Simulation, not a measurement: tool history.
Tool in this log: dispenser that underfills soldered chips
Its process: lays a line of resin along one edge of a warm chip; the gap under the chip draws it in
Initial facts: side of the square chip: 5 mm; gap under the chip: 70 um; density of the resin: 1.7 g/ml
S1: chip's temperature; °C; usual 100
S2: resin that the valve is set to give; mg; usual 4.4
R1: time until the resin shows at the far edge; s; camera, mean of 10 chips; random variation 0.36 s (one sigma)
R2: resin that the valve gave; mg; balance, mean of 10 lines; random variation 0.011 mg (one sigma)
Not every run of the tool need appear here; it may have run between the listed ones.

| run | hour | S1 | S2 | R1 | R2 |
|---|---|---|---|---|---|
| 1 | 0 | 100 | 4.4 | 24.7 | 4.4 |
| 2 | 5.6 | 101 | 4.4 | 27.4 | 4.4 |
|  | 8.7 | new syringe of resin |
| 3 | 11.2 | 101 | 4.4 | 19.9 | 4.38 |
| 4 | 15 | 101 | 4.4 | 22.3 | 4.39 |
| 5 | 19.7 | 101 | 4.4 | 25.1 | 4.36 |
| 6 | 24.5 | 100 | 4.4 | 30.2 | 4.38 |
|  | 26.9 | new syringe of resin |
| 7 | 29 | 110 | 5.06 | 14.5 | 5.03 |
| 8 | 31.8 | 109 | 5.64 | 15.7 | 5.58 |
| 9 | 36.2 | 98 | 4.66 | 28 | 4.61 |
| 10 | 40.6 | 91 | 4.24 | 42.4 | 4.18 |
|  | 44.7 | new syringe of resin |
| 11 | 44.7 | 104 | 3.84 | 17.2 | 3.79 |

How would selected steps in R1 from run to run divide? Give the signed amount a tool lacking its hidden state would still show from settings, what came in and random variation, and the signed amount left for the hidden state, including any gauge scatter that is not in both of the compared results.
The hidden state here: resin's viscosity, % of fresh resin's; dose that the valve gives, % of what is set; true chip temperature over the reading, C; drift of the gauge itself on fill_s, %; drift of the gauge itself on given_mg, %.
Run 10 -> 11: S1 91 -> 104, S2 4.24 -> 3.84, new syringe of resin. R1 -25.2 s: hidden state -13.6, all else -11.6.

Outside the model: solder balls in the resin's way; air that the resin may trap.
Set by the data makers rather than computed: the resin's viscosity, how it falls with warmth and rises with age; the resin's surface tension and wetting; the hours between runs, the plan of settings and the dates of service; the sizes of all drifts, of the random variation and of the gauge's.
